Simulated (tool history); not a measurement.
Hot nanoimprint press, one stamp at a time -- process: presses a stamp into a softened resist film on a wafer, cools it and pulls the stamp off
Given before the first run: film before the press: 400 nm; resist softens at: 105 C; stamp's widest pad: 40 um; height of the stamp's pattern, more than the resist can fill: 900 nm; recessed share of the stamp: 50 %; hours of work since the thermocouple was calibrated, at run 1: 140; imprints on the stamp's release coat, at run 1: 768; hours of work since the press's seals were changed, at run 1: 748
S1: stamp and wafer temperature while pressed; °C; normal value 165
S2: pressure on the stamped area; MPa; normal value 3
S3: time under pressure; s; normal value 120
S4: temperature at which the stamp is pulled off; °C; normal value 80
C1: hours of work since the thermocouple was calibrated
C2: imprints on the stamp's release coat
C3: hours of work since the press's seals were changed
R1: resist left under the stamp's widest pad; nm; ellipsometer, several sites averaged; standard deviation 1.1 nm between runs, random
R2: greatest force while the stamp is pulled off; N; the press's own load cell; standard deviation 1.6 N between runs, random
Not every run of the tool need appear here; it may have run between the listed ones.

run   hour   S1   S2   S3  S4   C1    C2   C3     R1   R2
  1      0  165    3  120  80  140   768  748  180.1  176
  2   30.4  165    3  120  80  160   912  767  181.2  179
  3     56  165    3  120  80  176  1034  784  180.4  184
      69.9  -- press's hydraulic seals changed and the load cell set to zero
        82  -- stamp cleaned and given a new release coat
  4   95.9  165    3  120  80  193    66   13  177.8  153
  5  121.3  165    3  120  80  209   186   29  179.7  157
  6  144.8  165    3  120  80  224   297   44  182.1  165
  7  166.8  165    3  120  80  238   402   58  182.6  164
     171.2  -- plate thermocouple calibrated
  8  187.7  165  1.9   96  80   11   487   70  246.6  171
  9  219.7  165  1.9   96  80   31   638   90    247  179
 10    246  165  1.9   96  80   48   763  107    247  179
 11  263.4  165  1.9   96  80   59   845  118  244.8  182
 12  285.1  165  1.9  123  80   73   948  132  229.5  187

Pick out some run-to-run changes in R1. Of each, how much would a tool without hidden state show as well, from the settings, what came in and chance, and how much is left for the hidden state and any gauge scatter not in both results compared?
Hidden state present: true temperature over the reading, C; pressure that arrives at the usual setting, %; grip of the stamp's worn release coat, % over a new coat's; drift of the gauge itself on residual_nm, %; drift of the gauge itself on pull_off_n, %.
Run 7 -> 8: S2 3 -> 1.9, S3 120 -> 96, plate thermocouple calibrated. R1 +64 nm: hidden state +11.2, all else +52.8.

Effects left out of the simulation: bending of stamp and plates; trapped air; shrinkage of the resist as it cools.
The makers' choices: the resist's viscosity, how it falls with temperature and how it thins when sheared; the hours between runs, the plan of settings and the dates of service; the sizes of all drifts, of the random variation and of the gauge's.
